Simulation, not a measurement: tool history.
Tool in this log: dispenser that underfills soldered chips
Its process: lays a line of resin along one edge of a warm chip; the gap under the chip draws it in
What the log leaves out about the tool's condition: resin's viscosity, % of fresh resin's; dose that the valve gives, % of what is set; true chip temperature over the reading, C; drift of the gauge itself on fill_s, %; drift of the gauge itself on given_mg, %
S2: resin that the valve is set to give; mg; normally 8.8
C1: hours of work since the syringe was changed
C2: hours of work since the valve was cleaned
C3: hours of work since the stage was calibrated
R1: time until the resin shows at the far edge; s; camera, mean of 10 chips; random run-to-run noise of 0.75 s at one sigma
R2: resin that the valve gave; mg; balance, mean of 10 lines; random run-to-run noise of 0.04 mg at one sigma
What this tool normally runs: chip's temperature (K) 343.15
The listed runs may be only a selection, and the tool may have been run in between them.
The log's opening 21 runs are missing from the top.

At hour 154: new syringe of resin.
Run 22, hour 155.3: usual settings but chip's temperature (K) 334.15, S2 8.01 mg; C1 1; C2 6; C3 326. Result: R1 111.2 s, R2 7.97 mg.
Run 23, hour 163.2: usual settings but chip's temperature (K) 332.15, S2 9.38 mg; C1 6; C2 11; C3 331. Result: R1 166.6 s, R2 9.37 mg.
At hour 165.6: new syringe of resin.
Run 24, hour 168.5: usual settings but chip's temperature (K) 354.15, S2 10.27 mg; C1 2; C2 14; C3 334. Result: R1 40.3 s, R2 10.18 mg.
At hour 177.5: new syringe of resin.
Run 25, hour 178.5: usual settings but chip's temperature (K) 342.15, S2 9.94 mg; C1 1; C2 20; C3 340. Result: R1 68.9 s, R2 9.82 mg.
Run 26, hour 184.4: usual settings but chip's temperature (K) 342.15, S2 9.94 mg; C1 4; C2 24; C3 344. Result: R1 87.8 s, R2 9.81 mg.
At hour 189.8: new syringe of resin.
Run 27, hour 191.3: usual settings but chip's temperature (K) 339.15, S2 10.19 mg; C1 1; C2 28; C3 348. Result: R1 81.3 s, R2 9.97 mg.
Run 28, hour 199.1: usual settings but chip's temperature (K) 358.15; C1 6; C2 33; C3 353. Result: R1 43.5 s, R2 8.63 mg.
At hour 201.7: new syringe of resin.
Run 29, hour 206: usual settings but chip's temperature (K) 355.15, S2 8.93 mg; C1 3; C2 37; C3 357. Result: R1 41.1 s, R2 8.76 mg.
At hour 213.8: new syringe of resin.
Run 30, hour 214.3: usual settings but chip's temperature (K) 353.15, S2 7.82 mg; C1 0; C2 42; C3 362. Result: R1 40.3 s, R2 7.59 mg.
Run 31, hour 222.2: usual settings but chip's temperature (K) 357.15, S2 9.24 mg; C1 5; C2 47; C3 367. Result: R1 43.7 s, R2 8.99 mg.
At hour 225.7: new syringe of resin.
Run 32, hour 227.7: usual settings but chip's temperature (K) 336.15, S2 9.2 mg; C1 1; C2 51; C3 371. Result: R1 98.8 s, R2 8.89 mg.
Run 33, hour 232.4: usual settings but chip's temperature (K) 342.15, S2 9.2 mg; C1 4; C2 54; C3 374. Result: R1 88.7 s, R2 8.84 mg.
At hour 237.5: new syringe of resin.
Run 34, hour 239: usual settings but chip's temperature (K) 342.15, S2 9.2 mg; C1 1; C2 58; C3 378. Result: R1 73.6 s, R2 8.86 mg.
At hour 245.1: dispensing valve cleaned and set on the balance.
Run 35, hour 246.1: usual settings but chip's temperature (K) 342.15, S2 9.18 mg; C1 5; C2 1; C3 382. Result: R1 90.6 s, R2 9.18 mg.

Predict each of these 4 candidate next runs independently; none follows another, all start after run 35:
At hour 250.3: new syringe of resin.
Run A, hour 253.6: usual settings but chip's temperature (K) 342.15, S2 8.42 mg; C1 2; C2 5; C3 386. Result: R1 ?, R2 ?.
At hour 250.3: new syringe of resin.
Run B, hour 253.6: usual settings but chip's temperature (K) 350.15, S2 9.43 mg; C1 2; C2 5; C3 386. Result: R1 ?, R2 ?.
At hour 250.3: new syringe of resin.
Run C, hour 253.6: usual settings but S2 7.51 mg; C1 2; C2 5; C3 386. Result: R1 ?, R2 ?.
At hour 250.3: new syringe of resin.
Run D, hour 253.6: usual settings but chip's temperature (K) 342.15, S2 8.27 mg; C1 2; C2 5; C3 386. Result: R1 ?, R2 ?.

run    R1    R2
  A    77  8.44
  B    51  9.37
  C  76.1  7.48
  D  77.5  8.26
The same runs, with their run-to-run variation unchanged, on a tool lacking any hidden condition would have given:
run    R1    R2
  A  71.3  8.47
  B    47   9.4
  C  70.4   7.5
  D  71.7  8.29
